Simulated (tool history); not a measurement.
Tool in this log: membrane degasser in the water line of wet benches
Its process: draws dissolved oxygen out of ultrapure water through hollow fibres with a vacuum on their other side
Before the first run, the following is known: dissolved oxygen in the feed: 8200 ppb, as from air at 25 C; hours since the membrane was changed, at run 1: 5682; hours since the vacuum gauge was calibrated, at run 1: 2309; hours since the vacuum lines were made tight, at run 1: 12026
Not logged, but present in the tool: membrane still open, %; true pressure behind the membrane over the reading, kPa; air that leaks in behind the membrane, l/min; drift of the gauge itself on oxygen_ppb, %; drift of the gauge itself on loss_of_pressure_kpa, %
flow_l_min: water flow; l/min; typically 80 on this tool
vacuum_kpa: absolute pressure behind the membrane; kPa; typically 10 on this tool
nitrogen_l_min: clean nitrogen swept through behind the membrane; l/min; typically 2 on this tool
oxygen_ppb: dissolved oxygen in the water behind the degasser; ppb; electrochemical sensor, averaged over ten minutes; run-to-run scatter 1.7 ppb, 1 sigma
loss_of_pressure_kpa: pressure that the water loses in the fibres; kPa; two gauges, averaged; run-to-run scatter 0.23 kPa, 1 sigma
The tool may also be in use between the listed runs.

run    hour  flow_l_min  vacuum_kpa  nitrogen_l_min  hours since the membrane was changed  hours since the vacuum gauge was calibrated  hours since the vacuum lines were made tight  oxygen_ppb  loss_of_pressure_kpa
  1       0          80          10               2                                  5682                                         2309                                         12026       539.4                 57.74
  2    73.5          80          10               2                                  5755                                         2382                                         12100       536.7                 57.67
  3   221.7          90          10               2                                  5903                                         2531                                         12248       594.1                 64.74
  4   346.3          80          10               2                                  6028                                         2655                                         12373       535.3                 57.47
  5   512.6          80          10            3.13                                  6194                                         2821                                         12539       384.1                 57.57
  6     598          80          10            3.13                                  6280                                         2907                                         12624       384.2                 57.53
  7   699.9          80          10            3.13                                  6382                                         3009                                         12726       382.8                 57.65
  8   775.8          80          10            3.13                                  6458                                         3085                                         12802       383.7                 57.01
  9   895.7          80          10            3.13                                  6577                                         3205                                         12922       382.7                 57.41
 10  1015.2          80          10             3.3                                  6697                                         3324                                         13041         365                 56.94
 11  1182.7          80          10             3.3                                  6864                                         3492                                         13209       368.8                 56.86
 12  1330.8          80          10             3.3                                  7013                                         3640                                         13357       367.7                 56.99
 13  1400.5          80          10             3.3                                  7082                                         3709                                         13427       365.9                 57.03
 14  1506.1          80        14.6               2                                  7188                                         3815                                         13532       854.3                 57.06
 15  1609.8          80          11               2                                  7292                                         3919                                         13636       607.3                 56.94
     1635.5  -- vacuum gauge calibrated
 16  1711.6          80          10               2                                  7393                                           76                                         13737       540.1                 56.94
 17  1853.8          80        21.1               2                                  7535                                          218                                         13880      1272.2                 56.45
 18  1926.4          80         6.1            5.69                                  7608                                          291                                         13952       114.9                 56.83
 19  2013.2          80         6.1            5.12                                  7694                                          378                                         14039       124.5                 56.65
 20  2096.9          63        11.5            0.93                                  7778                                          461                                         14123       915.6                 44.46
 21  2220.9          63        11.5            0.93                                  7902                                          585                                         14247       916.7                 44.34
     2288.8  -- gauge calibrated
 22  2321.7         116        11.1            4.82                                  8003                                          686                                         14347       466.8                 83.44
     2459.1  -- seals of the vacuum lines changed
 23  2471.9         116        11.1            4.82                                  8151                                          834                                            13       463.2                 83.69
 24  2570.4          80         7.8               2                                  8250                                          933                                           111       377.1                 57.73
 25  2640.7          97          10               2                                  8320                                         1003                                           182       635.8                 69.98
 26  2774.9          80        22.4            2.31                                  8454                                         1137                                           316      1211.5                 57.75
 27  2883.6          80        22.4            2.31                                  8563                                         1246                                           425      1217.3                 57.63
 28    3052          80        22.4            2.31                                  8731                                         1415                                           593      1217.4                 57.67
 29  3139.9          80        22.4            2.31                                  8819                                         1502                                           681      1213.5                 57.26
 30  3210.5          73         8.3            4.04                                  8890                                         1573                                           751       218.9                 52.11
 31  3316.1          73         8.3            4.04                                  8995                                         1679                                           857       217.9                 52.55

5 options for the next run, each taken on its own from the tool as it stands now. Forecast them:
  A  3440          71          24            1.38                                  9119                                         1802                                           981           ?                     ?
  B  3440          85         9.7            3.75                                  9119                                         1802                                           981           ?                     ?
  C  3440          87         6.1            0.91                                  9119                                         1802                                           981           ?                     ?
  D  3440          64          10            4.36                                  9119                                         1802                                           981           ?                     ?
  E  3440         101         8.3               2                                  9119                                         1802                                           981           ?                     ?

run  oxygen_ppb  loss_of_pressure_kpa
  A      1709.9                 50.78
  B       339.5                 60.27
  C       448.2                 61.65
  D       233.3                 45.64
  E       514.4                 71.95
Stripped of hidden state, with their random variation kept, the same runs would have yielded:
run  oxygen_ppb  loss_of_pressure_kpa
  A      1709.8                 51.36
  B       339.3                 60.96
  C         448                 62.36
  D       233.2                 46.16
  E       514.2                 72.77
